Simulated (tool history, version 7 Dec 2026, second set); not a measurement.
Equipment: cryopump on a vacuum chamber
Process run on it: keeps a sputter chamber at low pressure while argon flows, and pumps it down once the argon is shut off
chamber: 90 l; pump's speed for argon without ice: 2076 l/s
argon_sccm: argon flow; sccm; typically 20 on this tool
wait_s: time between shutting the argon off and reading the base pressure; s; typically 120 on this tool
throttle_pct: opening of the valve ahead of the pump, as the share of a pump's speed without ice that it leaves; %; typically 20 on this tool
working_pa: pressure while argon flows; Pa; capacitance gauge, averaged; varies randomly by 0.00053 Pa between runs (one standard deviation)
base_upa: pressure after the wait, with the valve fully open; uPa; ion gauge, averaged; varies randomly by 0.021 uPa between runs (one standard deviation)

run,hour,argon_sccm,wait_s,throttle_pct,working_pa,base_upa
1,0.0,20,120,20,0.0832,1.20
2,51.1,20,120,20,0.0832,1.24
3,102.4,20,120,20,0.0826,1.29
4,142.0,20,120,20,0.0826,1.31
5,173.4,20,120,20,0.0831,1.25
6,211.9,20,120,20,0.0832,1.36
7,256.6,20,120,20,0.0841,1.32
8,287.1,20,120,20,0.0834,1.38
9,336.8,27,120,20,0.1141,1.39
10,370.8,27,120,20,0.1124,1.50
11,404.0,27,120,20,0.1131,1.44
12,437.7,27,120,20,0.1142,1.41
13,488.0,27,120,20,0.1122,1.55
14,516.1,27,120,20,0.1128,1.58
15,563.5,27,120,20,0.1135,1.54
16,603.7,20,58,18,0.0939,1.87
17,630.8,38,23,16,0.1997,2.87
18,670.0,10,145,20,0.0425,1.57
# hour 690.6: pump warmed up, emptied and cooled again
19,721.4,10,168,16,0.0511,1.31
20,746.8,10,168,16,0.0506,1.30
21,783.4,16,178,16,0.0827,1.38
22,804.9,16,24,19,0.0693,2.72
23,842.8,30,85,15,0.1652,1.66
24,893.7,30,85,15,0.1628,1.69
25,941.9,36,120,23,0.1282,1.62
26,991.1,36,120,23,0.1295,1.63
27,1030.2,20,93,27,0.0611,1.75
28,1059.3,20,93,27,0.0614,1.75
29,1110.7,20,100,16,0.1037,1.78
30,1158.7,20,100,16,0.1027,1.81

Branching from run 30: 3 alternative next runs. What would each branch give?
A,1205.3,20,100,16,?,?
B,1205.3,16,36,18,?,?
C,1205.3,25,288,16,?,?

run,working_pa,base_upa
A,0.1030,1.85
B,0.0744,2.43
C,0.1287,1.61
With no hidden state in the tool, these same runs would have given:
run,working_pa,base_upa
A,0.1013,0.50
B,0.0731,1.11
C,0.1267,0.25
